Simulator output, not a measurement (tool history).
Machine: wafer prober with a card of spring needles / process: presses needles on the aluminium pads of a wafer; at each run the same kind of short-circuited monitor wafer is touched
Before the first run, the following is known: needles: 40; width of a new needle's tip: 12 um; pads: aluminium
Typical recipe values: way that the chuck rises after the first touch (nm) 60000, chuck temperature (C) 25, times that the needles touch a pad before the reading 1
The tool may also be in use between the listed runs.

run,hour,way that the chuck rises after the first touch (nm),chuck temperature (C),times that the needles touch a pad before the reading,resistance of one needle with its contact and lead (mohm),way that a needle slides on the pad (nm)
1,0.0,60000,25,1,140,11500
2,14.4,60000,25,1,147,11590
# hour 23.6: tips cleaned on abrasive film
3,33.0,60000,25,1,168,11520
4,53.6,60000,25,1,167,11390
# hour 70.9: tips cleaned on abrasive film
5,73.6,42000,25,1,139,8070
6,90.5,60000,25,1,145,11460
7,109.2,60000,25,1,150,11510
# hour 115.9: tips cleaned on abrasive film
8,132.9,60000,25,1,139,11510
9,151.6,60000,25,1,150,11430
# hour 163.5: tips cleaned on abrasive film
10,180.6,60000,25,3,129,11460
# hour 199.8: tips cleaned on abrasive film, once more
11,201.7,60000,25,1,126,11420
12,216.6,60000,29,1,140,11340
13,242.6,60000,29,1,153,11560
# hour 247.3: tips cleaned on abrasive film
14,269.9,60000,29,1,142,11260
# hour 293.0: tips cleaned on abrasive film
15,293.0,60000,29,1,123,11440
16,325.4,60000,37,1,146,11400
# hour 338.8: tips cleaned on abrasive film
17,354.0,60000,37,1,142,11430
18,370.4,42000,113,3,160,7940
# hour 385.6: tips cleaned on abrasive film
19,392.0,55000,32,2,134,10360
20,415.3,55000,32,2,144,10420
# hour 430.5: tips cleaned on abrasive film
21,444.0,60000,27,2,131,11360
22,458.9,60000,27,2,138,11340
# hour 476.3: tips cleaned on abrasive film
23,488.6,60000,27,2,132,11360
24,512.0,60000,27,2,140,11250
# hour 522.2: tips cleaned on abrasive film
25,531.7,60000,27,2,129,11370
26,549.6,77000,92,2,139,14580
# hour 567.4: tips cleaned on abrasive film
27,573.8,73000,52,2,126,13850
28,596.5,58000,42,1,151,10860
# hour 613.4: tips cleaned on abrasive film
29,625.9,63000,25,1,134,11810
# hour 659.4: tips cleaned on abrasive film
30,659.8,70000,32,2,122,13280
31,681.5,47000,63,2,154,8750
# hour 706.3: tips cleaned on abrasive film
32,709.3,47000,79,1,143,8710
33,732.2,68000,37,1,145,12730
# hour 752.9: tips cleaned on abrasive film
34,757.6,45000,58,3,136,8340

Alternative continuations, all from the tool just after run 34; predict every row:
A,791.7,45000,52,3,?,?
B,791.7,45000,101,2,?,?
C,791.7,57000,37,1,?,?

run,resistance of one needle with its contact and lead (mohm),way that a needle slides on the pad (nm)
A,153,8320
B,169,8390
C,161,10570
What these runs would have given with no unlogged condition in the tool:
run,resistance of one needle with its contact and lead (mohm),way that a needle slides on the pad (nm)
A,132,8720
B,138,8790
C,125,10960
